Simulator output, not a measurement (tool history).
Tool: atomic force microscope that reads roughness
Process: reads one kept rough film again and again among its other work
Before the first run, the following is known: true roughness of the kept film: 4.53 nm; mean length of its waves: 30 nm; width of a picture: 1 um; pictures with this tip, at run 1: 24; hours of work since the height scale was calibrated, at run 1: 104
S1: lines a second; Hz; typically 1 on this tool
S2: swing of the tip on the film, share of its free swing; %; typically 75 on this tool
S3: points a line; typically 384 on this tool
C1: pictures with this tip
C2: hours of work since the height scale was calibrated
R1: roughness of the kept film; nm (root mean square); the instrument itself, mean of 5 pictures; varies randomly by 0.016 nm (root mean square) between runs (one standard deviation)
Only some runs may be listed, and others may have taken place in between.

run	hour	S1	S2	S3	C1	C2	R1
1	0	1	75	384	24	104	3.586
2	59.3	1	63	384	90	139	3.4
3	113	1	63	384	151	171	3.144
4	167.4	1	63	384	212	203	2.933
# hour 192.5: new tip fitted
5	232.6	1	63	384	45	241	3.536
6	292.4	1	63	384	112	276	3.276
# hour 298.1: height scale calibrated on a step standard
7	347.1	1	75	384	173	29	2.967
# hour 400.8: new tip fitted
8	400.8	1	75	822	0	60	3.703
9	469.5	1.1	75	384	77	101	3.253
10	540.4	1	83	384	157	143	2.851
# hour 610.2: new tip fitted
11	610.2	1	83	384	0	184	3.617

Expected results for the next run?
# hour 633.8: height scale calibrated on a step standard, once more
12	677.9	2.66	85	704	75	26	?

{"run 12": {"R1": 2.866}}
With the hidden condition absent and the run-to-run variation left alone, this run would have shown R1 3.205 nm (root mean square).
